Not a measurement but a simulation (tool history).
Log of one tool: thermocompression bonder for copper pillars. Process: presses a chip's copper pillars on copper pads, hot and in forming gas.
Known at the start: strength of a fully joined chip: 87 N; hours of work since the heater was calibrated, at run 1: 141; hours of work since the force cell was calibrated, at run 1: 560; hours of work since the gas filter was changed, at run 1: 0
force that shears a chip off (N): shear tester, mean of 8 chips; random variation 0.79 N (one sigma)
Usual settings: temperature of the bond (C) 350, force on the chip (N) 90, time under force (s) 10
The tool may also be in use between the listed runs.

run   hour  temperature of the bond (C)  force on the chip (N)  time under force (s)  hours of work since the heater was calibrated  hours of work since the force cell was calibrated  hours of work since the gas filter was changed  force that shears a chip off (N)
  1      0                          350                     90                    10                                            141                                                560                                               0                              65.7
  2   10.8                          350                     90                    11                                            150                                                568                                               8                              64.1
  3   28.6                          350                     90                    11                                            163                                                581                                              22                              63.2
  4     44                          350                     90                    13                                            175                                                593                                              34                              66.6
  5   63.8                          350                     90                    10                                            190                                                608                                              49                              60.7
  6   87.9                          350                     90                    10                                            208                                                627                                              67                              60.7
  7    109                          350                     90                    10                                            224                                                643                                              83                              58.6
  8  122.5                          350                     90                    10                                            235                                                653                                              93                              60.4
  9  139.8                          350                     90                    10                                            248                                                666                                             106                                59
     142.6  -- forming gas filter changed
 10  164.8                          350                     90                    10                                            266                                                685                                              17                              63.8
 11  184.7                          350                     90                    10                                            282                                                700                                              32                              62.8
 12  209.7                          345                    101                    12                                            301                                                719                                              51                              66.4
 13  233.2                          347                     76                     5                                            319                                                737                                              69                              42.1
 14  255.3                          350                    104                    10                                            335                                                754                                              86                              66.1
 15  270.2                          334                    104                     9                                            347                                                765                                              97                              57.1
     285.3  -- forming gas filter changed
 16  290.1                          334                    104                     9                                            361                                                780                                               4                              61.4
 17  313.5                          342                     64                    14                                            379                                                798                                              21                              51.9
 18  324.5                          321                    105                    10                                            388                                                806                                              30                                57
 19  340.8                          331                     95                     6                                            400                                                818                                              42                              48.6
 20  351.1                          331                     69                    19                                            408                                                826                                              50                              53.6
 21  368.8                          331                     69                    19                                            421                                                840                                              64                              52.4
 22  385.7                          347                     55                     5                                            434                                                853                                              76                              32.7

Forecast each of these 3 alternatives for the next run:
  A   410                          347                     93                     6                                            453                                                871                                              95                                 ?
  B   410                          321                     69                    20                                            453                                                871                                              95                                 ?
  C   410                          331                     55                     5                                            453                                                871                                              95                                 ?

run  force that shears a chip off (N)
  A                              53.8
  B                              48.3
  C                              26.7
Without the tool's hidden state the same runs would have given:
run  force that shears a chip off (N)
  A                              52.8
  B                              46.7
  C                                25

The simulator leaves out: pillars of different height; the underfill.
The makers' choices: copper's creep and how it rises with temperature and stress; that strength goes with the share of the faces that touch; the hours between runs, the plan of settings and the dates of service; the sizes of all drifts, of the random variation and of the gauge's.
